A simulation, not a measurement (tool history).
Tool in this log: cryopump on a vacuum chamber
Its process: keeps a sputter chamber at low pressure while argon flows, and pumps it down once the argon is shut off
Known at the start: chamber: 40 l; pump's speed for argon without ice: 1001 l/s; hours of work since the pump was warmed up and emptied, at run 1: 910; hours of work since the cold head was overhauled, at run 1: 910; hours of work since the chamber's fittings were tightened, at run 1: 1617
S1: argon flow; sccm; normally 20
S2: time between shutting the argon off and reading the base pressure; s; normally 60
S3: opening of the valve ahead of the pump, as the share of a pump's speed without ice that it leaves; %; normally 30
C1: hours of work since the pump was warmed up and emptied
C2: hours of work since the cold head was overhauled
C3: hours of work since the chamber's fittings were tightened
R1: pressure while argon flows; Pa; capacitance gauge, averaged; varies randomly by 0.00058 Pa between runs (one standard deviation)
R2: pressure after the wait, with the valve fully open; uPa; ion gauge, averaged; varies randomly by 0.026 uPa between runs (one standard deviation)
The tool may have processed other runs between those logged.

run 1 hour=0 | S1=20 S2=60 S3=30 | C1=910 C2=910 C3=1617 | R1=0.1173 R2=3.35
run 2 hour=77.3 | S1=20 S2=60 S3=30 | C1=947 C2=947 C3=1654 | R1=0.1179 R2=3.58
run 3 hour=154.6 | S1=20 S2=114 S3=30 | C1=984 C2=984 C3=1691 | R1=0.117 R2=3.15
-- hour=183.7 pump warmed up, emptied and cooled again
run 4 hour=235.8 | S1=20 S2=114 S3=30 | C1=25 C2=1020 C3=1727 | R1=0.113 R2=2.87
run 5 hour=306.3 | S1=20 S2=114 S3=30 | C1=59 C2=1054 C3=1761 | R1=0.1134 R2=2.9
run 6 hour=375.4 | S1=20 S2=60 S3=30 | C1=92 C2=1087 C3=1794 | R1=0.1133 R2=3.5
run 7 hour=471.7 | S1=20 S2=60 S3=30 | C1=138 C2=1133 C3=1840 | R1=0.1135 R2=3.41
run 8 hour=534.4 | S1=20 S2=60 S3=30 | C1=168 C2=1163 C3=1870 | R1=0.1143 R2=3.52
run 9 hour=630.5 | S1=20 S2=60 S3=30 | C1=213 C2=1209 C3=1916 | R1=0.1133 R2=3.52
run 10 hour=680.8 | S1=20 S2=60 S3=30 | C1=237 C2=1233 C3=1940 | R1=0.1148 R2=3.62
run 11 hour=768.1 | S1=20 S2=60 S3=30 | C1=279 C2=1274 C3=1981 | R1=0.1146 R2=3.7
run 12 hour=815.6 | S1=20 S2=60 S3=30 | C1=302 C2=1297 C3=2004 | R1=0.1147 R2=3.76
run 13 hour=883.3 | S1=20 S2=60 S3=21 | C1=334 C2=1329 C3=2036 | R1=0.163 R2=3.68
run 14 hour=971.2 | S1=20 S2=60 S3=21 | C1=376 C2=1371 C3=2078 | R1=0.163 R2=3.83
run 15 hour=1052.3 | S1=20 S2=113 S3=21 | C1=415 C2=1410 C3=2117 | R1=0.1647 R2=3.39
run 16 hour=1111.3 | S1=20 S2=113 S3=21 | C1=443 C2=1438 C3=2145 | R1=0.1639 R2=3.57
run 17 hour=1159.7 | S1=20 S2=90 S3=21 | C1=466 C2=1461 C3=2169 | R1=0.1637 R2=3.65
-- hour=1167.7 leaking fittings of the chamber tightened, without venting
run 18 hour=1228.6 | S1=13 S2=47 S3=49 | C1=498 C2=1493 C3=29 | R1=0.0459 R2=1.48
run 19 hour=1328 | S1=34 S2=47 S3=45 | C1=546 C2=1541 C3=77 | R1=0.1333 R2=1.55
run 20 hour=1397.4 | S1=34 S2=47 S3=45 | C1=579 C2=1574 C3=110 | R1=0.1334 R2=1.56
run 21 hour=1484.6 | S1=13 S2=47 S3=22 | C1=621 C2=1616 C3=151 | R1=0.1022 R2=1.63
run 22 hour=1542.4 | S1=13 S2=47 S3=22 | C1=648 C2=1643 C3=179 | R1=0.1032 R2=1.63
run 23 hour=1605.2 | S1=23 S2=39 S3=45 | C1=678 C2=1673 C3=209 | R1=0.0912 R2=1.97
run 24 hour=1673.3 | S1=17 S2=60 S3=31 | C1=711 C2=1706 C3=242 | R1=0.0967 R2=1.57
run 25 hour=1753.1 | S1=17 S2=60 S3=22 | C1=749 C2=1744 C3=280 | R1=0.1341 R2=1.62
run 26 hour=1798 | S1=17 S2=60 S3=22 | C1=770 C2=1765 C3=301 | R1=0.1346 R2=1.58
run 27 hour=1887.4 | S1=11 S2=156 S3=32 | C1=813 C2=1808 C3=344 | R1=0.0618 R2=1.13
run 28 hour=1944.2 | S1=20 S2=39 S3=25 | C1=840 C2=1835 C3=371 | R1=0.1405 R2=2.11
run 29 hour=1994.1 | S1=14 S2=60 S3=59 | C1=864 C2=1859 C3=395 | R1=0.044 R2=1.85
run 30 hour=2055 | S1=14 S2=60 S3=30 | C1=893 C2=1888 C3=424 | R1=0.0825 R2=1.82
run 31 hour=2135.4 | S1=35 S2=34 S3=57 | C1=932 C2=1927 C3=462 | R1=0.1136 R2=2.56
run 32 hour=2177.1 | S1=35 S2=34 S3=57 | C1=951 C2=1947 C3=482 | R1=0.1138 R2=2.53
-- hour=2275.3 pump warmed up, emptied and cooled again
run 33 hour=2275.3 | S1=35 S2=34 S3=57 | C1=0 C2=1991 C3=527 | R1=0.1056 R2=2.46
run 34 hour=2347.7 | S1=35 S2=34 S3=57 | C1=35 C2=2026 C3=561 | R1=0.106 R2=2.44

Branching from run 34: 3 alternative next runs. What would each branch give?
run A hour=2424.4 | S1=11 S2=34 S3=28 | C1=71 C2=2062 C3=598 | R1=? R2=?
run B hour=2424.4 | S1=10 S2=114 S3=31 | C1=71 C2=2062 C3=598 | R1=? R2=?
run C hour=2424.4 | S1=34 S2=60 S3=22 | C1=71 C2=2062 C3=598 | R1=? R2=?

run=A R1=0.067 R2=2.58
run=B R1=0.0551 R2=1.56
run=C R1=0.2623 R2=1.91
Take away the tool's hidden state, keep each run's random variation, and the runs would have read:
run=A R1=0.0664 R2=1.76
run=B R1=0.0545 R2=0.73
run=C R1=0.2604 R2=1.09
